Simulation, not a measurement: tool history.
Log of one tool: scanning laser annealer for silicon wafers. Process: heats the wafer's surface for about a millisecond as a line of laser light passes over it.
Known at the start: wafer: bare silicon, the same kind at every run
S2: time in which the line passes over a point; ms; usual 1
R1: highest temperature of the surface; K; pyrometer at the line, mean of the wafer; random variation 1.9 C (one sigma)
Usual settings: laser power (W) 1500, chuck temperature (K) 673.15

{"run": 1, "hour": 0.0, "laser power (W)": 1500, "S2": 1, "chuck temperature (K)": 673.15, "R1": 1429.15}
{"run": 2, "hour": 33.9, "laser power (W)": 1500, "S2": 1, "chuck temperature (K)": 673.15, "R1": 1430.15}
{"run": 3, "hour": 67.6, "laser power (W)": 1500, "S2": 1, "chuck temperature (K)": 673.15, "R1": 1431.15}
{"run": 4, "hour": 96.6, "laser power (W)": 1500, "S2": 1, "chuck temperature (K)": 673.15, "R1": 1425.15}
{"run": 5, "hour": 128.8, "laser power (W)": 1500, "S2": 1, "chuck temperature (K)": 673.15, "R1": 1422.15}
{"run": 6, "hour": 162.5, "laser power (W)": 1500, "S2": 1, "chuck temperature (K)": 673.15, "R1": 1422.15}
{"run": 7, "hour": 192.8, "laser power (W)": 1500, "S2": 1, "chuck temperature (K)": 673.15, "R1": 1421.15}
{"run": 8, "hour": 210.8, "laser power (W)": 1500, "S2": 1, "chuck temperature (K)": 673.15, "R1": 1416.15}
{"run": 9, "hour": 242.4, "laser power (W)": 1500, "S2": 1, "chuck temperature (K)": 673.15, "R1": 1421.15}
{"run": 10, "hour": 272.8, "laser power (W)": 1621, "S2": 1, "chuck temperature (K)": 673.15, "R1": 1488.15}
{"run": 11, "hour": 288.7, "laser power (W)": 1500, "S2": 1, "chuck temperature (K)": 638.15, "R1": 1381.15}
{"run": 12, "hour": 307.4, "laser power (W)": 1500, "S2": 0.88, "chuck temperature (K)": 638.15, "R1": 1338.15}
{"run": 13, "hour": 328.7, "laser power (W)": 1500, "S2": 0.88, "chuck temperature (K)": 638.15, "R1": 1339.15}
{"run": 14, "hour": 343.2, "laser power (W)": 1500, "S2": 0.87, "chuck temperature (K)": 638.15, "R1": 1333.15}
{"run": 15, "hour": 363.9, "laser power (W)": 1500, "S2": 0.8, "chuck temperature (K)": 673.15, "R1": 1341.15}
{"run": 16, "hour": 398.4, "laser power (W)": 1500, "S2": 0.8, "chuck temperature (K)": 673.15, "R1": 1340.15}
{"run": 17, "hour": 412.7, "laser power (W)": 1500, "S2": 0.8, "chuck temperature (K)": 673.15, "R1": 1341.15}
{"hour": 436.9, "done": "window over the wafer cleaned"}
{"run": 18, "hour": 444.7, "laser power (W)": 1500, "S2": 0.8, "chuck temperature (K)": 673.15, "R1": 1357.15}
{"run": 19, "hour": 473.1, "laser power (W)": 1500, "S2": 1.23, "chuck temperature (K)": 673.15, "R1": 1498.15}
{"run": 20, "hour": 505.4, "laser power (W)": 1500, "S2": 1, "chuck temperature (K)": 673.15, "R1": 1424.15}
{"run": 21, "hour": 531.9, "laser power (W)": 1500, "S2": 1, "chuck temperature (K)": 673.15, "R1": 1422.15}
{"run": 22, "hour": 553.1, "laser power (W)": 1325, "S2": 0.86, "chuck temperature (K)": 673.15, "R1": 1280.15}
{"run": 23, "hour": 580.2, "laser power (W)": 1325, "S2": 0.86, "chuck temperature (K)": 673.15, "R1": 1275.15}
{"run": 24, "hour": 613.8, "laser power (W)": 1455, "S2": 0.92, "chuck temperature (K)": 658.15, "R1": 1353.15}
{"run": 25, "hour": 632.2, "laser power (W)": 1455, "S2": 0.87, "chuck temperature (K)": 653.15, "R1": 1328.15}
{"run": 26, "hour": 654.3, "laser power (W)": 1622, "S2": 1, "chuck temperature (K)": 642.15, "R1": 1458.15}
{"run": 27, "hour": 683.4, "laser power (W)": 1622, "S2": 1, "chuck temperature (K)": 642.15, "R1": 1456.15}
{"run": 28, "hour": 700.1, "laser power (W)": 1622, "S2": 1.22, "chuck temperature (K)": 642.15, "R1": 1533.15}
{"run": 29, "hour": 718.8, "laser power (W)": 1622, "S2": 1.22, "chuck temperature (K)": 642.15, "R1": 1534.15}
{"run": 30, "hour": 744.5, "laser power (W)": 1515, "S2": 0.79, "chuck temperature (K)": 644.15, "R1": 1318.15}
{"run": 31, "hour": 770.7, "laser power (W)": 1515, "S2": 0.79, "chuck temperature (K)": 644.15, "R1": 1316.15}
{"run": 32, "hour": 801.8, "laser power (W)": 1531, "S2": 1.14, "chuck temperature (K)": 673.15, "R1": 1474.15}
{"run": 33, "hour": 816.1, "laser power (W)": 1423, "S2": 0.76, "chuck temperature (K)": 700.15, "R1": 1314.15}
{"run": 34, "hour": 834.3, "laser power (W)": 1372, "S2": 1.04, "chuck temperature (K)": 673.15, "R1": 1349.15}
{"run": 35, "hour": 856.6, "laser power (W)": 1564, "S2": 1, "chuck temperature (K)": 654.15, "R1": 1428.15}
{"run": 36, "hour": 886.6, "laser power (W)": 1633, "S2": 1.1, "chuck temperature (K)": 662.15, "R1": 1506.15}
{"run": 37, "hour": 902.9, "laser power (W)": 1633, "S2": 1.1, "chuck temperature (K)": 691.15, "R1": 1535.15}
{"run": 38, "hour": 936.8, "laser power (W)": 1633, "S2": 0.93, "chuck temperature (K)": 691.15, "R1": 1474.15}
{"run": 39, "hour": 961.6, "laser power (W)": 1633, "S2": 0.93, "chuck temperature (K)": 691.15, "R1": 1473.15}
{"run": 40, "hour": 987.6, "laser power (W)": 1633, "S2": 0.93, "chuck temperature (K)": 691.15, "R1": 1472.15}
{"run": 41, "hour": 1019.2, "laser power (W)": 1633, "S2": 0.93, "chuck temperature (K)": 691.15, "R1": 1471.15}

Hidden state or all else? Some run-to-run changes of R1, split into what the settings, what came in and random variation would give without the hidden state, and what is left for the hidden state (with any gauge scatter that isn't in both results):
The hidden state here: light that passes the window, % of a clean one's; laser's true power over the reading, %; width of the line over the set one, %; drift of the gauge itself on peak_c, C.
Run 17 -> 18: window over the wafer cleaned. R1 +16 K: hidden state +16, all else +0.
Run 29 -> 30: laser power (W) 1622 -> 1515, S2 1.22 -> 0.79, chuck temperature (K) 642.15 -> 644.15. R1 -216 K: hidden state +6, all else -222.
Run 31 -> 32: laser power (W) 1515 -> 1531, S2 0.79 -> 1.14, chuck temperature (K) 644.15 -> 673.15. R1 +158 K: hidden state -6, all else +164.
Run 32 -> 33: laser power (W) 1531 -> 1423, S2 1.14 -> 0.76, chuck temperature (K) 673.15 -> 700.15. R1 -160 K: hidden state +6, all else -166.
